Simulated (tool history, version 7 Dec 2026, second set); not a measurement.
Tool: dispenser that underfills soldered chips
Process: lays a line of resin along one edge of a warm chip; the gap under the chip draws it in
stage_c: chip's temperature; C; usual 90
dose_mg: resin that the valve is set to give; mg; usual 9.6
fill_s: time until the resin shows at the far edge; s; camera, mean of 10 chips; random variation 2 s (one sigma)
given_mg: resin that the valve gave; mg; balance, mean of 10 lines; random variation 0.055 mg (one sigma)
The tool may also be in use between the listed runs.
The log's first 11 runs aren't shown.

run   hour  stage_c  dose_mg  hours of work since the syringe was changed  hours of work since the valve was cleaned  hours of work since the stage was calibrated  fill_s  given_mg
      86.9  -- new syringe of resin
      96.4  -- dispensing valve cleaned and set on the balance
 12   96.7       90    10.37                                            6                                          0                                           356   222.7     10.33
      99.6  -- new syringe of resin
 13  105.2       90    10.37                                            4                                          6                                           362   204.3     10.44
     111.6  -- new syringe of resin
 14  116.7       90      9.6                                            4                                         14                                           371   209.1       9.6
     123.6  -- new syringe of resin
 15  125.7       90      9.6                                            2                                         21                                           377   190.6       9.4
       136  -- new syringe of resin
 16  136.4      100      9.6                                            0                                         29                                           385   131.8      9.45
 17  141.1      100      9.6                                            4                                         32                                           388   145.5      9.53
     148.2  -- new syringe of resin
 18  148.4       90    12.42                                            0                                         37                                           393   180.4      12.2
 19  158.8       93    11.05                                            8                                         45                                           401   207.6     10.88
     160.2  -- new syringe of resin
 20  165.1       93    11.05                                            4                                         49                                           405   182.2     10.96
     171.8  -- new syringe of resin
 21  174.3       98     8.45                                            2                                         56                                           412   148.2      8.31
 22    183       90    11.77                                            8                                         62                                           418   229.8     11.56
       184  -- new syringe of resin
 23  187.9       97    11.77                                            3                                         66                                           422   155.7     11.54
       196  -- new syringe of resin
 24  196.2       97    11.77                                            0                                         71                                           428   139.4     11.45
 25  207.3       97    11.77                                            8                                         80                                           436   181.1     11.46
     208.5  -- new syringe of resin
 26  215.1       97    11.77                                            5                                         85                                           441     162     11.51
     220.3  -- new syringe of resin
 27  224.9       87    11.25                                            3                                         92                                           448   220.6     11.01
 28  230.7       96    11.48                                            8                                         97                                           453   183.9     11.09
     232.1  -- new syringe of resin
 29    236       96    11.48                                            3                                        100                                           456   157.6     10.95
 30  243.2       85    11.03                                            8                                        106                                           462   276.9     10.62
     244.1  -- new syringe of resin
 31  249.1       75     8.67                                            4                                        110                                           466   358.1      8.31
 32  255.1       75     8.67                                            8                                        114                                           470   422.6      8.45
     256.2  -- new syringe of resin
 33  264.9       75     8.67                                            6                                        121                                           477   387.4      8.33
     268.3  -- new syringe of resin
 34  273.9      103    11.36                                            4                                        127                                           484   132.6     10.85
 35  278.8       82    12.41                                            8                                        131                                           487   307.7     11.89

3 ways to go on from here, each from the tool as it stands after run 35. What would each give?
     279.9  -- new syringe of resin
  A  284.7       90    11.95                                            3                                        135                                           491       ?         ?
     279.9  -- new syringe of resin
  B  284.7       78     9.47                                            3                                        135                                           491       ?         ?
     279.9  -- new syringe of resin
  C  284.7      101    12.41                                            3                                        135                                           491       ?         ?

run  fill_s  given_mg
  A   192.8     11.39
  B   307.4      8.99
  C   134.7     11.82
Without the tool's hidden state the same runs would have given:
run  fill_s  given_mg
  A   192.4     11.99
  B   307.5      9.46
  C   133.7     12.45

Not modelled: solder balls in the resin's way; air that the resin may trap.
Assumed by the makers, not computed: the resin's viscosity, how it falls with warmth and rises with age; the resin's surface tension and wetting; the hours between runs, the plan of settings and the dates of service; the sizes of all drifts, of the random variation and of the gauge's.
